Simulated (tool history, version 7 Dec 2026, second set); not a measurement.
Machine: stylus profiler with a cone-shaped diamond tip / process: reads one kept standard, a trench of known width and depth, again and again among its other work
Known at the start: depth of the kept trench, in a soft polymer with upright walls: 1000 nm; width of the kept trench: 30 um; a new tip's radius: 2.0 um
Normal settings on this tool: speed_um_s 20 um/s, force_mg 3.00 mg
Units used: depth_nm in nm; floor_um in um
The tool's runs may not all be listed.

run,hour,speed_um_s,force_mg,depth_nm,floor_um
1,0.0,20,3.00,1011.53,26.40
2,37.8,15,3.00,1011.49,26.49
3,88.9,15,3.00,1011.11,26.53
4,144.3,20,3.00,1011.28,26.45
5,191.9,20,9.00,1023.14,26.48
6,259.7,20,1.72,1007.64,26.46
7,309.5,20,1.72,1007.57,26.43
8,349.1,20,1.72,1007.95,26.46
9,399.8,17,4.03,1014.15,26.44
10,439.0,21,3.14,1011.71,26.49

Below are 3 alternative next runs, each starting from the tool's condition after run 10. Predict each:
A,489.7,8,2.12,?,?
B,489.7,6,3.03,?,?
C,489.7,40,3.14,?,?

run,depth_nm,floor_um
A,1009.04,26.53
B,1011.56,26.51
C,1011.68,26.46
The same runs, with their run-to-run variation unchanged, on a tool lacking any hidden condition would have given:
run,depth_nm,floor_um
A,1009.05,26.55
B,1011.58,26.53
C,1011.70,26.49
